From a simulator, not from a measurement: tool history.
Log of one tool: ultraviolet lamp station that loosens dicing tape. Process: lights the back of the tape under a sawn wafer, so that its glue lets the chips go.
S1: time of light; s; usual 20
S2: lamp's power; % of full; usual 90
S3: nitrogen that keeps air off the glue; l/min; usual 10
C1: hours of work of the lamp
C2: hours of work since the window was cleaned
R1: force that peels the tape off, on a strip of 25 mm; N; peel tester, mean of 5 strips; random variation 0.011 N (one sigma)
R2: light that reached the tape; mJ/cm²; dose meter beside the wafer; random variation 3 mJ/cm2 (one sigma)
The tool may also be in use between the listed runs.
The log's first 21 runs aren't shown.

run   hour  S1  S2  S3   C1   C2     R1   R2
       302  -- window cleaned of glue's vapour, once more
 22  308.7  20  90  10  681    5  0.689  383
 23  317.7  20  81  10  688   12  0.924  339
 24  333.6  10  88  12  700   24  2.531  186
 25  347.9  20  68  16  711   35  1.071  285
 26  364.9  20  83  10  724   48  0.884  347
 27  376.4  20  83  10  733   57  0.892  342
 28  393.7  17  91  10  746   70  1.028  318
 29  402.6  21  68  17  753   77  0.957  291
 30  422.4  21  68  17  768   92  0.941  292
 31  441.2  21  68  17  782  106  0.995  285
 32  449.8  20  93   9  789  113  0.792  372
 33  464.8  20  93   9  800  124  0.801  370

The next listed run, before its measurement:
 34   478  18  70  10  810  134   ?   ?

R1: 1.704 N
R2: 256 mJ/cm²
Without the tool's hidden state the same run would have given R1 1.168 N, R2 310 mJ/cm².
